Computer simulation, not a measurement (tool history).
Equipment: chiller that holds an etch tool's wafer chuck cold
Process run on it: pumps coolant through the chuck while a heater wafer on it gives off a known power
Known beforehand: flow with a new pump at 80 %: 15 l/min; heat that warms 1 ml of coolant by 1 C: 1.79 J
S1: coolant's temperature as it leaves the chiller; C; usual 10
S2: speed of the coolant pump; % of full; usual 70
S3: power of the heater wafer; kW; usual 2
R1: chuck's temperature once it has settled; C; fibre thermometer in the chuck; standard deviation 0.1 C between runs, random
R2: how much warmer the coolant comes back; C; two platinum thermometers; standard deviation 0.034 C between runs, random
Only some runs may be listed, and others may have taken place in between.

{"run": 1, "hour": 0.0, "S1": 10, "S2": 70, "S3": 2, "R1": 27.6, "R2": 5.1}
{"run": 2, "hour": 21.2, "S1": 10, "S2": 78, "S3": 2, "R1": 26.5, "R2": 4.63}
{"run": 3, "hour": 40.2, "S1": 15, "S2": 78, "S3": 2, "R1": 31.5, "R2": 4.63}
{"run": 4, "hour": 73.3, "S1": 10, "S2": 70, "S3": 2, "R1": 27.8, "R2": 5.07}
{"run": 5, "hour": 94.8, "S1": 10, "S2": 70, "S3": 2, "R1": 27.7, "R2": 5.15}
{"run": 6, "hour": 133.0, "S1": 10, "S2": 70, "S3": 2, "R1": 27.8, "R2": 5.06}
{"run": 7, "hour": 157.5, "S1": 10, "S2": 70, "S3": 2.676, "R1": 34.1, "R2": 6.82}
{"hour": 164.5, "done": "coolant pump overhauled"}
{"run": 8, "hour": 191.3, "S1": 10, "S2": 70, "S3": 2.676, "R1": 34.1, "R2": 6.92}
{"run": 9, "hour": 208.9, "S1": 10, "S2": 99, "S3": 2, "R1": 24.2, "R2": 3.64}
{"run": 10, "hour": 230.9, "S1": 8, "S2": 100, "S3": 2, "R1": 22.3, "R2": 3.65}
{"run": 11, "hour": 248.0, "S1": 3, "S2": 100, "S3": 1.182, "R1": 11.5, "R2": 2.15}
{"run": 12, "hour": 276.9, "S1": 15, "S2": 84, "S3": 1.182, "R1": 24.4, "R2": 2.51}
{"run": 13, "hour": 307.6, "S1": 15, "S2": 84, "S3": 1.182, "R1": 24.5, "R2": 2.56}
{"run": 14, "hour": 347.9, "S1": 4, "S2": 70, "S3": 2.148, "R1": 23.6, "R2": 5.54}
{"run": 15, "hour": 380.1, "S1": 4, "S2": 70, "S3": 2.148, "R1": 23.4, "R2": 5.55}
{"hour": 396.0, "done": "coolant pump overhauled, once more"}
{"run": 16, "hour": 408.0, "S1": 4, "S2": 70, "S3": 2.148, "R1": 23.4, "R2": 5.37}
{"run": 17, "hour": 428.7, "S1": 9, "S2": 70, "S3": 2.148, "R1": 28.5, "R2": 5.44}
{"run": 18, "hour": 446.6, "S1": 16, "S2": 83, "S3": 2, "R1": 32.3, "R2": 4.36}

Some steps in R1 between neighbouring runs. How much of each would the tool show without its hidden state too (settings, what came in, random variation), and how much is left for the hidden state, with any gauge scatter that isn't in both results?
Hidden state present: heat passed by the chuck's channels, % of clean ones'; flow at a given pump speed, % of a new pump's; coolant's true temperature over the reading, C; drift of the gauge itself on chuck_c, C; drift of the gauge itself on warmer_back_c, C.
Run 11 -> 12: S1 3 -> 15, S2 100 -> 84. R1 +12.9 C: hidden state +0.1, all else +12.8.
Run 13 -> 14: S1 15 -> 4, S2 84 -> 70, S3 1.182 -> 2.148. R1 -0.9 C: hidden state +1.1, all else -2.

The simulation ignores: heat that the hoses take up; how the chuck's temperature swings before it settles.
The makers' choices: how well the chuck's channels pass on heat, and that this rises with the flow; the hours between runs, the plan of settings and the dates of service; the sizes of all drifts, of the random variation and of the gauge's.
